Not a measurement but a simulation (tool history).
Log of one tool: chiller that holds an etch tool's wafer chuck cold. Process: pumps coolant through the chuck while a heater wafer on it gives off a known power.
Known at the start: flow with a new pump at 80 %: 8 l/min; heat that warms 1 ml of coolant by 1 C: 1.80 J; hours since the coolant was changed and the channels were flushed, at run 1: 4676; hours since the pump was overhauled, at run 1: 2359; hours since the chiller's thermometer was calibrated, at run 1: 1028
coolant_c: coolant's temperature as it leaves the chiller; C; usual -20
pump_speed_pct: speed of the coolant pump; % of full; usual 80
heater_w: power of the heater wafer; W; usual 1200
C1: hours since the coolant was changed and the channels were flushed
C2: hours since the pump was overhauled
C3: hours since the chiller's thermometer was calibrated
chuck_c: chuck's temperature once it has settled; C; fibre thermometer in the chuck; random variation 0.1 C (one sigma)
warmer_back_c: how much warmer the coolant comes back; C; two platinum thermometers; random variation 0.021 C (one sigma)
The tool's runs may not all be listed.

Run 1, hour 0: usual settings; C1 4676; C2 2359; C3 1028. Result: chuck_c -1.9 C, warmer_back_c 5.13 C.
Run 2, hour 69.5: usual settings; C1 4746; C2 2429; C3 1097. Result: chuck_c -1.9 C, warmer_back_c 5.13 C.
Run 3, hour 139.6: usual settings; C1 4816; C2 2499; C3 1167. Result: chuck_c -1.9 C, warmer_back_c 5.16 C.
Run 4, hour 244.4: usual settings; C1 4921; C2 2604; C3 1272. Result: chuck_c -1.6 C, warmer_back_c 5.11 C.
Run 5, hour 290.3: usual settings but heater_w 1656 W; C1 4966; C2 2649; C3 1318. Result: chuck_c 5.6 C, warmer_back_c 7.1 C.
Run 6, hour 394.6: usual settings but heater_w 1656 W; C1 5071; C2 2754; C3 1422. Result: chuck_c 5.6 C, warmer_back_c 7.05 C.
Run 7, hour 469.3: usual settings but coolant_c -15 C; C1 5146; C2 2829; C3 1497. Result: chuck_c 3.4 C, warmer_back_c 5.14 C.
Run 8, hour 558: usual settings but coolant_c -15 C; C1 5234; C2 2917; C3 1586. Result: chuck_c 3.5 C, warmer_back_c 5.13 C.
Run 9, hour 666.8: usual settings; C1 5343; C2 3026; C3 1694. Result: chuck_c -1.6 C, warmer_back_c 5.16 C.
Run 10, hour 726.5: usual settings but pump_speed_pct 74 % of full; C1 5403; C2 3086; C3 1754. Result: chuck_c 0.1 C, warmer_back_c 5.63 C.
Run 11, hour 829.9: usual settings but pump_speed_pct 74 % of full; C1 5506; C2 3189; C3 1858. Result: chuck_c 0 C, warmer_back_c 5.62 C.
Run 12, hour 917: usual settings; C1 5593; C2 3276; C3 1945. Result: chuck_c -1.3 C, warmer_back_c 5.14 C.
Run 13, hour 1002: usual settings; C1 5678; C2 3361; C3 2030. Result: chuck_c -1.3 C, warmer_back_c 5.16 C.
Run 14, hour 1092.1: usual settings but heater_w 1169 W; C1 5768; C2 3451; C3 2120. Result: chuck_c -1.6 C, warmer_back_c 5.01 C.
Run 15, hour 1140.6: usual settings but heater_w 1169 W; C1 5817; C2 3500; C3 2168. Result: chuck_c -1.6 C, warmer_back_c 5.05 C.
At hour 1233.5: coolant changed, channels flushed.
Run 16, hour 1257.6: usual settings but heater_w 1169 W; C1 24; C2 3611; C3 2279. Result: chuck_c -4.3 C, warmer_back_c 5.08 C.
Run 17, hour 1338.9: usual settings but heater_w 1169 W; C1 105; C2 3692; C3 2361. Result: chuck_c -4.4 C, warmer_back_c 5.06 C.
Run 18, hour 1449.4: usual settings but coolant_c -24 C, pump_speed_pct 77 % of full, heater_w 1169 W; C1 216; C2 3803; C3 2471. Result: chuck_c -7.7 C, warmer_back_c 5.31 C.
Run 19, hour 1536.5: usual settings but coolant_c -23 C, pump_speed_pct 65 % of full, heater_w 1001 W; C1 303; C2 3890; C3 2558. Result: chuck_c -6.2 C, warmer_back_c 5.45 C.
Run 20, hour 1636.5: usual settings but coolant_c -23 C, pump_speed_pct 65 % of full, heater_w 872 W; C1 403; C2 3990; C3 2658. Result: chuck_c -8.5 C, warmer_back_c 4.76 C.
Run 21, hour 1749.1: usual settings but coolant_c -23 C, pump_speed_pct 65 % of full, heater_w 1454 W; C1 516; C2 4102; C3 2771. Result: chuck_c 1.3 C, warmer_back_c 7.93 C.
Run 22, hour 1827.3: usual settings but coolant_c -28 C, pump_speed_pct 75 % of full; C1 594; C2 4181; C3 2849. Result: chuck_c -10.5 C, warmer_back_c 5.6 C.
Run 23, hour 1888.5: usual settings but coolant_c -16 C, pump_speed_pct 64 % of full, heater_w 750 W; C1 655; C2 4242; C3 2910. Result: chuck_c -3.3 C, warmer_back_c 4.17 C.
Run 24, hour 1946.8: usual settings but coolant_c -12 C, heater_w 1367 W; C1 713; C2 4300; C3 2968. Result: chuck_c 6.6 C, warmer_back_c 5.92 C.
Run 25, hour 2019.7: usual settings but coolant_c -13 C, pump_speed_pct 91 % of full, heater_w 778 W; C1 786; C2 4373; C3 3041. Result: chuck_c -3.6 C, warmer_back_c 2.92 C.
Run 26, hour 2100.8: usual settings but coolant_c -21 C, pump_speed_pct 78 % of full; C1 867; C2 4454; C3 3122. Result: chuck_c -4.2 C, warmer_back_c 5.41 C.
Run 27, hour 2211.2: usual settings but coolant_c -19 C; C1 978; C2 4564; C3 3233. Result: chuck_c -2.3 C, warmer_back_c 5.22 C.
Run 28, hour 2299.6: usual settings but coolant_c -27 C, pump_speed_pct 69 % of full, heater_w 1321 W; C1 1066; C2 4653; C3 3321. Result: chuck_c -5.8 C, warmer_back_c 6.75 C.
Run 29, hour 2358.2: usual settings but coolant_c -16 C, pump_speed_pct 64 % of full, heater_w 819 W; C1 1125; C2 4711; C3 3380. Result: chuck_c -1.9 C, warmer_back_c 4.58 C.
Run 30, hour 2468.7: usual settings but coolant_c -25 C; C1 1235; C2 4822; C3 3490. Result: chuck_c -8.3 C, warmer_back_c 5.25 C.
Run 31, hour 2571: usual settings but coolant_c -16 C, heater_w 773 W; C1 1337; C2 4924; C3 3593. Result: chuck_c -5.3 C, warmer_back_c 3.39 C.
Run 32, hour 2634.7: usual settings but coolant_c -10 C, heater_w 1636 W; C1 1401; C2 4988; C3 3656. Result: chuck_c 13 C, warmer_back_c 7.17 C.
Run 33, hour 2720.6: usual settings but pump_speed_pct 61 % of full, heater_w 800 W; C1 1487; C2 5074; C3 3742. Result: chuck_c -5.4 C, warmer_back_c 4.77 C.

3 ways to go on from here, each from the tool as it stands after run 33. What would each give?
Run A, hour 2794.7: usual settings but coolant_c -27 C, pump_speed_pct 92 % of full, heater_w 1566 W; C1 1561; C2 5148; C3 3816. Result: chuck_c ?, warmer_back_c ?.
Run B, hour 2794.7: usual settings but coolant_c -12 C, heater_w 989 W; C1 1561; C2 5148; C3 3816. Result: chuck_c ?, warmer_back_c ?.
Run C, hour 2794.7: usual settings but coolant_c -16 C, pump_speed_pct 94 % of full, heater_w 1139 W; C1 1561; C2 5148; C3 3816. Result: chuck_c ?, warmer_back_c ?.

run  chuck_c  warmer_back_c
  A     -7.7           5.89
  B      1.9           4.38
  C     -2.3            4.2
Without the tool's hidden state the same runs would have given:
run  chuck_c  warmer_back_c
  A     -8.9           5.59
  B      1.2           4.15
  C     -3.1           3.98

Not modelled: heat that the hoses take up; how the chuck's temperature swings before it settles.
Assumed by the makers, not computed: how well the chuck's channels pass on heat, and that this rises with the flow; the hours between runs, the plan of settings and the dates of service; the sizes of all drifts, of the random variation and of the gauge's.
